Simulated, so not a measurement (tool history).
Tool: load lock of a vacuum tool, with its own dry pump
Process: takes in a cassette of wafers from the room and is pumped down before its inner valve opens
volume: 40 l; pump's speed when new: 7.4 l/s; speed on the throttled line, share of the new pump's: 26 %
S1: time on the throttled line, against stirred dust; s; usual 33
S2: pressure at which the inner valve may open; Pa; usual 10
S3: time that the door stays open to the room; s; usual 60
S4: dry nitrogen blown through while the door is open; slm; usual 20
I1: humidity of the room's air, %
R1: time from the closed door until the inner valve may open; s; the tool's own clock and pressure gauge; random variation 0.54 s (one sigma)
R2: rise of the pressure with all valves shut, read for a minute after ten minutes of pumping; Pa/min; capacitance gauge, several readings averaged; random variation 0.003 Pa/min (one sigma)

{"run": 1, "hour": 0.0, "S1": 33, "S2": 10, "S3": 60, "S4": 20, "I1": 46.3, "R1": 74.7, "R2": 0.307}
{"run": 2, "hour": 212.5, "S1": 33, "S2": 10, "S3": 60, "S4": 20, "I1": 45.6, "R1": 75.6, "R2": 0.308}
{"run": 3, "hour": 374.5, "S1": 33, "S2": 10, "S3": 60, "S4": 20, "I1": 47.8, "R1": 75.6, "R2": 0.319}
{"run": 4, "hour": 463.1, "S1": 24, "S2": 10, "S3": 60, "S4": 20, "I1": 43.7, "R1": 68.9, "R2": 0.331}
{"run": 5, "hour": 618.4, "S1": 24, "S2": 10, "S3": 60, "S4": 20, "I1": 43.4, "R1": 69.1, "R2": 0.336}
{"run": 6, "hour": 746.1, "S1": 24, "S2": 10, "S3": 60, "S4": 20, "I1": 42.4, "R1": 68.9, "R2": 0.342}
{"run": 7, "hour": 923.8, "S1": 24, "S2": 10, "S3": 60, "S4": 20, "I1": 44.1, "R1": 69.2, "R2": 0.367}
{"run": 8, "hour": 1114.1, "S1": 24, "S2": 10, "S3": 60, "S4": 20, "I1": 44.3, "R1": 69.4, "R2": 0.365}
{"run": 9, "hour": 1238.8, "S1": 24, "S2": 14, "S3": 60, "S4": 20, "I1": 41.8, "R1": 66.9, "R2": 0.377}
{"run": 10, "hour": 1404.8, "S1": 33, "S2": 10, "S3": 60, "S4": 20, "I1": 45.5, "R1": 75.1, "R2": 0.384}
{"run": 11, "hour": 1534.2, "S1": 33, "S2": 10, "S3": 60, "S4": 20, "I1": 45.5, "R1": 76, "R2": 0.393}
{"run": 12, "hour": 1707.8, "S1": 33, "S2": 10, "S3": 60, "S4": 20, "I1": 47.1, "R1": 75, "R2": 0.414}
{"run": 13, "hour": 1902.6, "S1": 33, "S2": 10, "S3": 60, "S4": 20, "I1": 48.9, "R1": 75.7, "R2": 0.411}
{"run": 14, "hour": 1998.3, "S1": 33, "S2": 10, "S3": 60, "S4": 20, "I1": 44.5, "R1": 76, "R2": 0.414}
{"run": 15, "hour": 2155.5, "S1": 33, "S2": 10, "S3": 60, "S4": 20, "I1": 45.8, "R1": 75.2, "R2": 0.435}
{"run": 16, "hour": 2333.6, "S1": 33, "S2": 10, "S3": 60, "S4": 20, "I1": 48.2, "R1": 75.9, "R2": 0.442}
{"run": 17, "hour": 2442.1, "S1": 33, "S2": 10, "S3": 60, "S4": 20, "I1": 45.9, "R1": 76.1, "R2": 0.444}
{"run": 18, "hour": 2599.1, "S1": 37, "S2": 10, "S3": 60, "S4": 20, "I1": 44.4, "R1": 79.8, "R2": 0.451}
{"run": 19, "hour": 2811.3, "S1": 33, "S2": 10, "S3": 60, "S4": 20, "I1": 47.4, "R1": 75.5, "R2": 0.471}
{"run": 20, "hour": 2931.2, "S1": 33, "S2": 10, "S3": 60, "S4": 20, "I1": 45, "R1": 76, "R2": 0.479}
{"run": 21, "hour": 3046.6, "S1": 33, "S2": 10, "S3": 27, "S4": 20, "I1": 40.7, "R1": 76.5, "R2": 0.486}
{"run": 22, "hour": 3134.9, "S1": 23, "S2": 14, "S3": 27, "S4": 20, "I1": 44.1, "R1": 66.4, "R2": 0.485}
{"run": 23, "hour": 3269.6, "S1": 35, "S2": 14, "S3": 47, "S4": 7, "I1": 48.3, "R1": 75.4, "R2": 0.503}
{"run": 24, "hour": 3447.8, "S1": 22, "S2": 16, "S3": 227, "S4": 20, "I1": 48.4, "R1": 66.2, "R2": 0.552}
{"run": 25, "hour": 3594.9, "S1": 23, "S2": 16, "S3": 227, "S4": 33, "I1": 45.1, "R1": 66.8, "R2": 0.535}
{"run": 26, "hour": 3720.7, "S1": 23, "S2": 16, "S3": 227, "S4": 33, "I1": 42.6, "R1": 66.4, "R2": 0.569}
{"run": 27, "hour": 3888.6, "S1": 33, "S2": 10, "S3": 92, "S4": 20, "I1": 45.5, "R1": 77.3, "R2": 0.569}
{"run": 28, "hour": 4082.5, "S1": 33, "S2": 10, "S3": 92, "S4": 20, "I1": 45.3, "R1": 76.3, "R2": 0.562}
{"run": 29, "hour": 4273.2, "S1": 33, "S2": 10, "S3": 92, "S4": 20, "I1": 48.7, "R1": 76.4, "R2": 0.587}
{"run": 30, "hour": 4455.2, "S1": 33, "S2": 10, "S3": 92, "S4": 10, "I1": 46, "R1": 76.3, "R2": 0.609}
{"run": 31, "hour": 4633.7, "S1": 23, "S2": 10, "S3": 76, "S4": 20, "I1": 48.4, "R1": 70, "R2": 0.606}
{"run": 32, "hour": 4821.1, "S1": 23, "S2": 10, "S3": 76, "S4": 20, "I1": 42.9, "R1": 70.1, "R2": 0.613}
{"run": 33, "hour": 4922.4, "S1": 65, "S2": 14, "S3": 76, "S4": 20, "I1": 47.1, "R1": 98.7, "R2": 0.642}
{"run": 34, "hour": 5040.6, "S1": 60, "S2": 14, "S3": 63, "S4": 20, "I1": 46.3, "R1": 94.3, "R2": 0.637}
{"run": 35, "hour": 5239.3, "S1": 23, "S2": 14, "S3": 63, "S4": 6, "I1": 44.7, "R1": 67.8, "R2": 0.662}
{"run": 36, "hour": 5433.2, "S1": 40, "S2": 14, "S3": 63, "S4": 6, "I1": 43.8, "R1": 79.2, "R2": 0.664}
{"run": 37, "hour": 5580.5, "S1": 26, "S2": 10, "S3": 127, "S4": 15, "I1": 45.5, "R1": 72.4, "R2": 0.691}

Forecast each of these 3 alternatives for the next run:
{"run": "A", "hour": 5691.7, "S1": 50, "S2": 13, "S3": 127, "S4": 5, "I1": 45.3, "R1": "?", "R2": "?"}
{"run": "B", "hour": 5691.7, "S1": 33, "S2": 10, "S3": 60, "S4": 6, "I1": 47.4, "R1": "?", "R2": "?"}
{"run": "C", "hour": 5691.7, "S1": 26, "S2": 10, "S3": 127, "S4": 15, "I1": 42.6, "R1": "?", "R2": "?"}

run=A R1=88.1 R2=0.725
run=B R1=77.3 R2=0.712
run=C R1=72.6 R2=0.712
Without the tool's hidden state the same runs would have given:
run=A R1=85.8 R2=0.071
run=B R1=74.7 R2=0.048
run=C R1=69.9 R2=0.052
